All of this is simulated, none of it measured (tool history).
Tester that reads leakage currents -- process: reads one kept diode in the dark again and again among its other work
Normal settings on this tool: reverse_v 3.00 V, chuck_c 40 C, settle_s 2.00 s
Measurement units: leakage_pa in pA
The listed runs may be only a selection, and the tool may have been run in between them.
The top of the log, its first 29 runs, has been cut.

{"run": 30, "day": 29.738, "reverse_v": 2.84, "chuck_c": 50, "settle_s": 2.15, "leakage_pa": 777.43}
{"run": 31, "day": 30.929, "reverse_v": 1.89, "chuck_c": 25, "settle_s": 1.84, "leakage_pa": 122.47}
{"run": 32, "day": 31.7, "reverse_v": 1.89, "chuck_c": 25, "settle_s": 1.84, "leakage_pa": 123.21}
{"run": 33, "day": 32.996, "reverse_v": 3.0, "chuck_c": 45, "settle_s": 0.79, "leakage_pa": 576.83}
{"run": 34, "day": 33.779, "reverse_v": 3.0, "chuck_c": 38, "settle_s": 2.0, "leakage_pa": 360.46}
{"run": 35, "day": 35.154, "reverse_v": 4.35, "chuck_c": 44, "settle_s": 2.0, "leakage_pa": 616.45}
{"run": 36, "day": 36.162, "reverse_v": 1.65, "chuck_c": 44, "settle_s": 2.0, "leakage_pa": 437.23}
{"run": 37, "day": 37.396, "reverse_v": 1.65, "chuck_c": 44, "settle_s": 2.0, "leakage_pa": 438.92}
{"run": 38, "day": 38.425, "reverse_v": 1.65, "chuck_c": 44, "settle_s": 2.0, "leakage_pa": 436.66}
{"run": 39, "day": 39.758, "reverse_v": 1.65, "chuck_c": 44, "settle_s": 2.0, "leakage_pa": 435.41}

What if the next run were any one of these 5? Each begins from the tool's condition after run 39:
{"run": "A", "day": 40.454, "reverse_v": 3.0, "chuck_c": 40, "settle_s": 0.87, "leakage_pa": "?"}
{"run": "B", "day": 40.454, "reverse_v": 6.66, "chuck_c": 52, "settle_s": 2.0, "leakage_pa": "?"}
{"run": "C", "day": 40.454, "reverse_v": 15.55, "chuck_c": 40, "settle_s": 3.38, "leakage_pa": "?"}
{"run": "D", "day": 40.454, "reverse_v": 7.61, "chuck_c": 52, "settle_s": 3.35, "leakage_pa": "?"}
{"run": "E", "day": 40.454, "reverse_v": 1.27, "chuck_c": 32, "settle_s": 2.15, "leakage_pa": "?"}

run=A leakage_pa=416.09
run=B leakage_pa=1194.22
run=C leakage_pa=741.41
run=D leakage_pa=1244.27
run=E leakage_pa=177.42
The same runs, with their run-to-run variation unchanged, on a tool lacking any hidden condition would have given:
run=A leakage_pa=415.84
run=B leakage_pa=1193.57
run=C leakage_pa=740.94
run=D leakage_pa=1243.59
run=E leakage_pa=177.31

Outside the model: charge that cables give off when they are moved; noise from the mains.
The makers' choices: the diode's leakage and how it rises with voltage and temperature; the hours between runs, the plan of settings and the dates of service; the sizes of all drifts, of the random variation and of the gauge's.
